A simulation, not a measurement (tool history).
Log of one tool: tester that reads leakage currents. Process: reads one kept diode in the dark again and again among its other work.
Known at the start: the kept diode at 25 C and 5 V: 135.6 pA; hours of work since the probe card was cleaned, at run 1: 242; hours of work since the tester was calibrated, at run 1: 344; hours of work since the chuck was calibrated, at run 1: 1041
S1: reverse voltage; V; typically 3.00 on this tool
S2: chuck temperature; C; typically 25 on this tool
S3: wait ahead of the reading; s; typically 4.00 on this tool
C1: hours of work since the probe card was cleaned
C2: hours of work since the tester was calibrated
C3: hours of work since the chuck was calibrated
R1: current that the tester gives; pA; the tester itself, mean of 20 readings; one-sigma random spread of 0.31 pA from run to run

run	hour	S1	S2	S3	C1	C2	C3	R1
1	0.0	3.00	25	4.00	242	344	1041	91.31
2	19.0	3.00	25	6.03	256	358	1054	91.47
3	38.1	3.00	25	0.33	270	371	1068	93.71
4	63.8	1.20	25	4.00	288	390	1087	55.81
5	83.5	1.20	25	4.00	302	404	1101	55.83
6	102.6	1.20	25	4.00	316	418	1115	55.92
7	118.0	3.00	25	4.00	327	429	1126	91.67
8	151.6	3.00	25	4.00	351	453	1150	90.71
9	180.3	3.00	25	4.00	372	474	1170	90.67
10	207.2	3.00	25	4.00	391	493	1190	90.03
11	227.3	3.00	26	4.00	406	507	1204	98.35
12	263.2	3.00	25	4.00	432	533	1230	90.35
13	298.3	3.00	25	4.00	457	558	1255	89.65
14	333.6	3.00	25	4.00	482	584	1281	89.22
15	355.5	3.00	25	4.00	498	600	1296	89.35
16	387.5	3.00	25	4.00	521	623	1319	88.80
17	417.8	3.00	25	2.98	543	644	1341	89.02
18	444.5	3.00	25	2.98	562	664	1360	89.02
19	463.4	2.72	27	1.05	576	677	1374	101.96
20	479.1	4.18	27	1.05	587	688	1385	127.17
21	499.7	4.18	27	1.05	602	703	1400	127.99
22	522.7	1.55	44	1.22	618	720	1417	326.60
23	548.5	5.55	57	1.22	637	738	1435	1789.05
# hour 562.1: chuck's temperature calibrated
24	572.1	3.00	25	2.39	652	754	7	105.04
25	592.0	4.03	47	0.41	667	768	21	804.86
26	627.5	12.50	42	4.00	692	794	47	981.89
27	662.6	2.56	28	4.41	717	819	72	125.96
28	681.5	2.56	28	4.41	731	833	86	125.73
29	699.0	1.49	59	4.41	744	845	98	1174.37
30	734.6	16.87	45	4.00	769	871	124	1459.53
31	763.4	3.00	42	1.43	790	891	145	452.03
32	789.4	8.36	51	2.55	809	910	163	1606.37
33	815.7	8.74	34	1.09	827	929	182	408.97
34	834.3	8.74	23	7.94	841	942	196	152.28

Below are 5 alternative next runs, each starting from the tool's condition after run 34. Predict each:
A	863.6	10.42	22	7.94	862	963	217	?
B	863.6	8.74	23	2.13	862	963	217	?
C	863.6	2.09	23	7.94	862	963	217	?
D	863.6	14.32	25	4.00	862	963	217	?
E	863.6	8.74	25	3.13	862	963	217	?

run	R1
A	152.34
B	152.71
C	70.63
D	238.25
E	183.23
Without the tool's hidden state the same runs would have given:
run	R1
A	152.46
B	152.96
C	70.92
D	238.54
E	183.65

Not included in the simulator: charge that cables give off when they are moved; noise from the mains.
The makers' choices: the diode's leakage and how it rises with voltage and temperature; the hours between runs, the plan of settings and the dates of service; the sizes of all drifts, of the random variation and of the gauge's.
